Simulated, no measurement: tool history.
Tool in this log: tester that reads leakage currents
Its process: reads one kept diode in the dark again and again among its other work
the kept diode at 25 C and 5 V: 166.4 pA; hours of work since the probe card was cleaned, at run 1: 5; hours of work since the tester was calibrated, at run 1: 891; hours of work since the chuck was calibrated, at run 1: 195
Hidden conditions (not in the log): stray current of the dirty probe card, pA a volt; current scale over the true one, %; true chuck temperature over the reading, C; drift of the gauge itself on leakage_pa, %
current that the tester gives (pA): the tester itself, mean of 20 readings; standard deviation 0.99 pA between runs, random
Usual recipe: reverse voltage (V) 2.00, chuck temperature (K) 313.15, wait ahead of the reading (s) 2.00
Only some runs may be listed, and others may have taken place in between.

run    hour  reverse voltage (V)  chuck temperature (K)  wait ahead of the reading (s)  hours of work since the probe card was cleaned  hours of work since the tester was calibrated  hours of work since the chuck was calibrated  current that the tester gives (pA)
  1     0.0                 2.00                 313.15                           2.00                                               5                                            891                                           195                              334.56
  2    61.0                 2.00                 313.15                           8.41                                              42                                            927                                           231                              333.16
  3   103.8                 1.02                 313.15                           2.00                                              67                                            953                                           257                              225.46
  4   157.5                 2.00                 313.15                           2.00                                              99                                            985                                           289                              337.05
  5   219.8                 2.00                 313.15                           0.77                                             137                                           1022                                           326                              338.99
  6   257.9                 2.00                 316.15                           2.00                                             159                                           1045                                           349                              428.99
  7   305.3                 2.00                 313.15                           2.00                                             188                                           1073                                           377                              341.10
  8   357.8                 2.00                 313.15                           2.00                                             219                                           1105                                           409                              341.96
  9   432.7                 2.00                 313.15                           2.00                                             264                                           1149                                           453                              343.62
 10   492.9                 2.00                 313.15                           6.30                                             300                                           1185                                           489                              342.74
 11   548.6                 2.00                 313.15                           6.30                                             333                                           1219                                           523                              347.49
 12   622.9                 2.00                 313.15                           6.30                                             378                                           1263                                           567                              347.66
 13   692.0                 2.00                 313.15                           0.88                                             419                                           1305                                           609                              350.76
 14   752.8                 5.95                 313.15                           2.00                                             455                                           1341                                           645                              673.26
 15   800.4                 2.00                 313.15                           1.61                                             484                                           1369                                           673                              351.45
 16   838.1                 2.00                 313.15                           1.61                                             506                                           1392                                           696                              350.72
 17   897.4                 2.00                 313.15                           2.00                                             542                                           1427                                           731                              352.23
 18   958.1                10.87                 299.15                           2.37                                             578                                           1464                                           768                              310.06
 19  1029.3                11.84                 313.15                           2.00                                             621                                           1506                                           810                             1021.01
 20  1092.8                 2.00                 315.15                           0.35                                             659                                           1544                                           848                              414.73
 21  1143.3                12.27                 313.15                           2.00                                             689                                           1574                                           878                             1053.31
 22  1199.6                 2.28                 321.15                           1.15                                             723                                           1608                                           912                              710.44
 23  1256.6                 1.20                 300.15                           2.00                                             757                                           1642                                           946                               93.27
 24  1289.6                 7.45                 295.15                           2.49                                             776                                           1662                                           966                              181.23
 25  1337.7                 7.57                 295.15                           0.31                                             805                                           1691                                           995                              184.60
 26  1371.1                 7.57                 295.15                           0.31                                             825                                           1711                                          1015                              185.58
 27  1443.6                 7.57                 295.15                           0.31                                             868                                           1754                                          1058                              187.59
 28  1510.7                 7.57                 295.15                           0.31                                             909                                           1794                                          1098                              188.46
 29  1550.9                 7.57                 295.15                           0.31                                             933                                           1818                                          1122                              189.20
 30  1620.0                 7.57                 295.15                           0.31                                             974                                           1860                                          1164                              189.50
 31  1667.3                 1.01                 313.15                           1.07                                            1002                                           1888                                          1192                              246.54
 32  1725.4                13.23                 305.15                           7.26                                            1037                                           1923                                          1227                              604.84
 33  1789.3                 2.51                 326.15                           8.12                                            1075                                           1961                                          1265                             1115.57
 34  1864.8                 3.39                 295.15                           0.41                                            1120                                           2006                                          1310                              119.03

Here are 4 independent what-if runs from the current tool condition. What would each one return?
  A  1906.6                 1.95                 295.15                           9.06                                            1145                                           2031                                          1335                                   ?
  B  1906.6                12.18                 313.15                           2.00                                            1145                                           2031                                          1335                                   ?
  C  1906.6                 2.00                 313.15                           2.42                                            1145                                           2031                                          1335                                   ?
  D  1906.6                 5.66                 308.15                           2.00                                            1145                                           2031                                          1335                                   ?

run  current that the tester gives (pA)
  A                               84.70
  B                             1096.74
  C                              374.29
  D                              470.10
Take away the tool's hidden state, keep each run's random variation, and the runs would have read:
run  current that the tester gives (pA)
  A                               73.16
  B                              966.48
  C                              330.30
  D                              412.33
